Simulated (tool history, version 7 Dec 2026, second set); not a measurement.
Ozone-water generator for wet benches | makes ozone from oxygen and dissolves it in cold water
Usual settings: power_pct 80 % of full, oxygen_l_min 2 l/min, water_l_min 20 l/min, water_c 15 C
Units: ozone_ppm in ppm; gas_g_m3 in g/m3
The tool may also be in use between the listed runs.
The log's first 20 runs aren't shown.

run    hour  power_pct  oxygen_l_min  water_l_min  water_c  ozone_ppm  gas_g_m3
     2321.8  -- contactor cleaned
 21  2324.4         61          3.11           20       20       13.3     170.5
 22    2416         98          1.32           21       23       15.3     395.8
 23  2565.1         98          1.84           21       22       16.6     323.8
 24    2657         61          1.24           24       15        9.7       287
 25  2731.7         80          1.13           20       15       13.8     362.3
 26    2885         57          1.13           20       22       10.1       286
 27  2975.5         80             2           20        8       16.7       261
 28  3091.1         40           1.5           31       16        5.6     186.3
 29  3207.7         88           1.5           17       13       18.3       330
 30  3292.3         55           1.5           14       23       14.4     235.5
 31  3368.1         55           1.5           14       23       14.3     235.1
 32  3490.7         68          1.56           19       15       13.6     264.3
 33  3644.2         53           2.2           14       10       16.9     182.5

3 ways to go on from here, each from the tool as it stands after run 33. What would each give?
  A  3792.1         72             2           20       15          ?         ?
  B  3792.1         81           2.2           24       10          ?         ?
  C  3792.1         76          1.43           23       15          ?         ?

run  ozone_ppm  gas_g_m3
  A       14.2     239.6
  B       13.6     246.5
  C       11.5     301.5
Without the tool's hidden state the same runs would have given:
run  ozone_ppm  gas_g_m3
  A       17.1     286.7
  B       16.7     299.5
  C         14     363.3

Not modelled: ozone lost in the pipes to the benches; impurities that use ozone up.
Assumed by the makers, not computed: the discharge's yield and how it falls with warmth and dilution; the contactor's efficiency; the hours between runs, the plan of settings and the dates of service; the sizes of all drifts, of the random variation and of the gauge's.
